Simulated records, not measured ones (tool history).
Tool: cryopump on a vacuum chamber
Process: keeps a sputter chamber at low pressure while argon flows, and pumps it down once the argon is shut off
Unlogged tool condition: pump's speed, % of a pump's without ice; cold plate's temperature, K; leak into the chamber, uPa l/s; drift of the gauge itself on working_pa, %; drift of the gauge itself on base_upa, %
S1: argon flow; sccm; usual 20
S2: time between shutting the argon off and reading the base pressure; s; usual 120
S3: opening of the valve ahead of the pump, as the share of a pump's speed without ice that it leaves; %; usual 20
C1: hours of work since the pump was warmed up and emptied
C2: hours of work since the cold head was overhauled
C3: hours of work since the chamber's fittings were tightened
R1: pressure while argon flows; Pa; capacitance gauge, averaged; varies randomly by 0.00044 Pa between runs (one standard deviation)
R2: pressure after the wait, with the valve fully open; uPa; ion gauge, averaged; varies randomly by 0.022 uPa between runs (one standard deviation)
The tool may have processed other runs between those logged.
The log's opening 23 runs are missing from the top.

Run 24, hour 355.1: usual settings but S1 14 sccm, S2 110 s, S3 42 %; C1 41; C2 675; C3 137. Result: R1 0.0311 Pa, R2 0.82 uPa.
Run 25, hour 374.1: usual settings but S1 24 sccm, S2 137 s, S3 48 %; C1 55; C2 689; C3 151. Result: R1 0.0473 Pa, R2 0.75 uPa.
Run 26, hour 388.6: usual settings but S1 24 sccm, S2 137 s, S3 48 %; C1 65; C2 700; C3 161. Result: R1 0.0470 Pa, R2 0.74 uPa.
Run 27, hour 398.4: usual settings but S1 24 sccm, S2 30 s, S3 48 %; C1 72; C2 707; C3 168. Result: R1 0.0462 Pa, R2 2.02 uPa.
Run 28, hour 414.7: usual settings but S1 23 sccm, S2 22 s, S3 34 %; C1 84; C2 718; C3 180. Result: R1 0.0630 Pa, R2 2.61 uPa.
Run 29, hour 426.4: usual settings but S2 116 s, S3 38 %; C1 92; C2 727; C3 189. Result: R1 0.0489 Pa, R2 0.88 uPa.
Run 30, hour 434.8: usual settings but S1 12 sccm; C1 99; C2 733; C3 195. Result: R1 0.0558 Pa, R2 0.86 uPa.
Run 31, hour 451.4: usual settings but S1 12 sccm; C1 111; C2 745; C3 207. Result: R1 0.0560 Pa, R2 0.90 uPa.
Run 32, hour 462.5: usual settings but S1 9 sccm; C1 119; C2 753; C3 215. Result: R1 0.0418 Pa, R2 0.90 uPa.
Run 33, hour 470.8: usual settings but S2 129 s, S3 30 %; C1 125; C2 759; C3 221. Result: R1 0.0627 Pa, R2 0.92 uPa.
Run 34, hour 488.3: usual settings but S2 81 s; C1 137; C2 772; C3 233. Result: R1 0.0937 Pa, R2 1.14 uPa.

3 options for the next run, each taken on its own from the tool as it stands now. Forecast them:
Run A, hour 507.4: usual settings but S2 54 s, S3 22 %; C1 151; C2 785; C3 247. Result: R1 ?, R2 ?.
Run B, hour 507.4: usual settings but S2 100 s; C1 151; C2 785; C3 247. Result: R1 ?, R2 ?.
Run C, hour 507.4: usual settings but S1 8 sccm, S2 185 s, S3 29 %; C1 151; C2 785; C3 247. Result: R1 ?, R2 ?.

run      R1    R2
  A  0.0855  1.40
  B  0.0932  1.02
  C  0.0255  0.79
What these runs would have given with no unlogged condition in the tool:
run      R1    R2
  A  0.0844  1.00
  B  0.0921  0.62
  C  0.0251  0.39

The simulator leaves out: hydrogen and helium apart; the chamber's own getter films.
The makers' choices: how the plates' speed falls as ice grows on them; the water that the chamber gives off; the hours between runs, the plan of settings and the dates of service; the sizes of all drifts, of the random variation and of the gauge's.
